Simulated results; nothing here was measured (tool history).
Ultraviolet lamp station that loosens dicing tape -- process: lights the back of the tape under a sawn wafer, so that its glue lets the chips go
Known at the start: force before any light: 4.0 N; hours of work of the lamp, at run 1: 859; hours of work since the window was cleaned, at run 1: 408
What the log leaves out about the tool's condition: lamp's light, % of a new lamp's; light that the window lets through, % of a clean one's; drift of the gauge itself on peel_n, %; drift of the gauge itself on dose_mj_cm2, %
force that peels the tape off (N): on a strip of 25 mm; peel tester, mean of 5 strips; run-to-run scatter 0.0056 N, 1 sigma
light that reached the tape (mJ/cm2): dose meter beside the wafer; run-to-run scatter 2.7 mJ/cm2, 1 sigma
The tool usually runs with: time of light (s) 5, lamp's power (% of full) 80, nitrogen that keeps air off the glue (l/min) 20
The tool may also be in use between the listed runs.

| run | day | time of light (s) | lamp's power (% of full) | nitrogen that keeps air off the glue (l/min) | hours of work of the lamp | hours of work since the window was cleaned | force that peels the tape off (N) | light that reached the tape (mJ/cm2) |
|---|---|---|---|---|---|---|---|---|
| 1 | 0 | 5 | 80 | 20 | 859 | 408 | 0.201 | 284 |
| 2 | 3.054 | 5 | 80 | 20 | 907 | 455 | 0.217 | 281 |
| 3 | 5.95 | 5 | 80 | 20 | 952 | 500 | 0.226 | 273 |
| 4 | 7.379 | 5 | 80 | 9 | 974 | 522 | 0.345 | 277 |
| 5 | 10.262 | 3 | 80 | 20 | 1019 | 567 | 0.656 | 158 |
| 6 | 12.6 | 3 | 80 | 20 | 1055 | 604 | 0.669 | 153 |
|  | 12.904 | window cleaned of glue's vapour |
| 7 | 14.9 | 5 | 80 | 20 | 1090 | 31 | 0.286 | 251 |
| 8 | 16.517 | 4 | 80 | 20 | 1115 | 56 | 0.446 | 193 |
| 9 | 17.942 | 4 | 80 | 20 | 1138 | 78 | 0.476 | 192 |
|  | 18.196 | window cleaned of glue's vapour, once more |
| 10 | 20.729 | 5 | 80 | 20 | 1181 | 39 | 0.19 | 302 |
| 11 | 23.154 | 5 | 80 | 20 | 1218 | 77 | 0.2 | 292 |
| 12 | 25.021 | 5 | 80 | 20 | 1247 | 106 | 0.205 | 289 |
| 13 | 27.588 | 5 | 80 | 20 | 1287 | 146 | 0.208 | 283 |
| 14 | 29.708 | 5 | 93 | 20 | 1320 | 179 | 0.157 | 327 |
| 15 | 31.821 | 5 | 69 | 20 | 1353 | 212 | 0.298 | 237 |
| 16 | 33.862 | 8 | 69 | 20 | 1385 | 244 | 0.133 | 374 |
| 17 | 35.5 | 5 | 80 | 20 | 1410 | 269 | 0.239 | 269 |
| 18 | 37.554 | 5 | 80 | 20 | 1442 | 301 | 0.249 | 264 |
|  | 38.204 | lamp changed |
| 19 | 38.9 | 5 | 80 | 20 | 11 | 321 | 0.158 | 344 |
| 20 | 41.679 | 5 | 80 | 20 | 54 | 364 | 0.147 | 338 |
| 21 | 43.958 | 5 | 80 | 20 | 89 | 400 | 0.152 | 330 |
| 22 | 45.867 | 4 | 80 | 25 | 119 | 430 | 0.229 | 265 |
| 23 | 48.371 | 9 | 80 | 32 | 158 | 468 | 0.089 | 578 |
| 24 | 49.958 | 7 | 78 | 7 | 183 | 493 | 0.158 | 438 |
| 25 | 52.496 | 7 | 62 | 7 | 222 | 533 | 0.243 | 340 |
| 26 | 53.788 | 2 | 64 | 31 | 242 | 553 | 1.145 | 97 |
| 27 | 56.646 | 2 | 64 | 31 | 287 | 597 | 1.138 | 98 |
|  | 57.471 | window cleaned of glue's vapour |
| 28 | 58.233 | 5 | 80 | 13 | 311 | 12 | 0.176 | 347 |
| 29 | 59.525 | 5 | 70 | 20 | 331 | 32 | 0.184 | 304 |
| 30 | 62.038 | 8 | 78 | 9 | 370 | 71 | 0.106 | 535 |
| 31 | 63.854 | 5 | 97 | 20 | 398 | 99 | 0.112 | 408 |
| 32 | 66.596 | 5 | 80 | 6 | 441 | 142 | 0.281 | 334 |
| 33 | 69.754 | 5 | 80 | 6 | 490 | 191 | 0.286 | 328 |
| 34 | 72.638 | 5 | 80 | 6 | 535 | 236 | 0.313 | 316 |
| 35 | 75.708 | 5 | 80 | 6 | 583 | 284 | 0.33 | 313 |
| 36 | 77.4 | 2 | 79 | 20 | 609 | 310 | 0.996 | 125 |
| 37 | 79.183 | 2 | 79 | 20 | 637 | 338 | 0.976 | 121 |
| 38 | 81.288 | 2 | 79 | 20 | 669 | 370 | 0.985 | 121 |
| 39 | 83.029 | 2 | 79 | 20 | 697 | 397 | 1.035 | 116 |
| 40 | 84.658 | 2 | 79 | 20 | 722 | 423 | 1.059 | 118 |
| 41 | 87.033 | 3 | 60 | 11 | 759 | 460 | 1.095 | 125 |
| 42 | 89.404 | 3 | 60 | 11 | 796 | 496 | 1.079 | 127 |

For some of the steps in force that peels the tape off (N) from one run to the next: how much would appear even if the tool had no hidden state, given the settings, what came in and random variation, and how much remains for the hidden state plus any gauge scatter that the measured result and the result without hidden state don't share?
Run 9 -> 10: time of light (s) 4 -> 5, window cleaned of glue's vapour, once more. force that peels the tape off (N) -0.286: hidden state -0.219, all else -0.067.
Run 25 -> 26: time of light (s) 7 -> 2, lamp's power (% of full) 62 -> 64, nitrogen that keeps air off the glue (l/min) 7 -> 31. force that peels the tape off (N) +0.902: hidden state +0.184, all else +0.718.
Run 27 -> 28: time of light (s) 2 -> 5, lamp's power (% of full) 64 -> 80, nitrogen that keeps air off the glue (l/min) 31 -> 13, window cleaned of glue's vapour. force that peels the tape off (N) -0.962: hidden state -0.258, all else -0.704.
Run 35 -> 36: time of light (s) 5 -> 2, lamp's power (% of full) 80 -> 79, nitrogen that keeps air off the glue (l/min) 6 -> 20. force that peels the tape off (N) +0.666: hidden state +0.154, all else +0.512.
